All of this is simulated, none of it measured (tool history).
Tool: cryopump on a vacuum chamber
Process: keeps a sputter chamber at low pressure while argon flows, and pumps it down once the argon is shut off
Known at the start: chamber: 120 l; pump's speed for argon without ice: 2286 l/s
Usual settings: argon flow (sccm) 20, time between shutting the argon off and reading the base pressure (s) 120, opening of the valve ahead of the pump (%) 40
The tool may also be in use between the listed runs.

run,hour,argon flow (sccm),time between shutting the argon off and reading the base pressure (s),opening of the valve ahead of the pump (%),pressure while argon flows (Pa),pressure after the wait (uPa)
1,0,20,120,40,0.0391,0.7
2,10.5,20,120,52,0.0298,0.74
3,23.4,20,120,40,0.0389,0.73
4,42.4,20,120,40,0.0382,0.74
5,61.3,20,120,40,0.0387,0.75
6,81.9,16,120,40,0.03,0.8
7,101.2,16,173,40,0.0315,0.77
8,115.3,16,173,40,0.031,0.77
9,135.7,20,120,40,0.0393,0.81
10,150.3,22,120,40,0.0426,0.82
11,170.7,22,120,40,0.0433,0.82
12,191.7,20,120,37,0.0421,0.83
13,208,27,34,55,0.0386,1.14
14,228,16,44,26,0.0468,1.14
15,236.9,12,25,31,0.0298,1.38
16,254,12,25,31,0.0306,1.34
17,265.6,20,240,29,0.0533,0.79
18,281.9,20,240,29,0.0532,0.82
19,295.6,20,240,29,0.0531,0.84
20,315.1,12,179,57,0.0164,0.85
21,334.8,20,79,17,0.089,1.03
22,344.7,20,79,17,0.0897,0.97
23,363.4,22,120,42,0.0421,0.94
24,372.5,22,120,42,0.0417,0.9

Forecast each of these 5 alternatives for the next run:
A,383.9,29,35,42,?,?
B,383.9,22,221,42,?,?
C,383.9,20,46,31,?,?
D,383.9,23,137,17,?,?
E,383.9,25,130,15,?,?

run,pressure while argon flows (Pa),pressure after the wait (uPa)
A,0.0548,1.29
B,0.0414,0.87
C,0.0506,1.21
D,0.103,0.95
E,0.1272,0.97
Without the tool's hidden state the same runs would have given:
run,pressure while argon flows (Pa),pressure after the wait (uPa)
A,0.0507,0.62
B,0.0383,0.19
C,0.0478,0.53
D,0.0997,0.27
E,0.1237,0.29
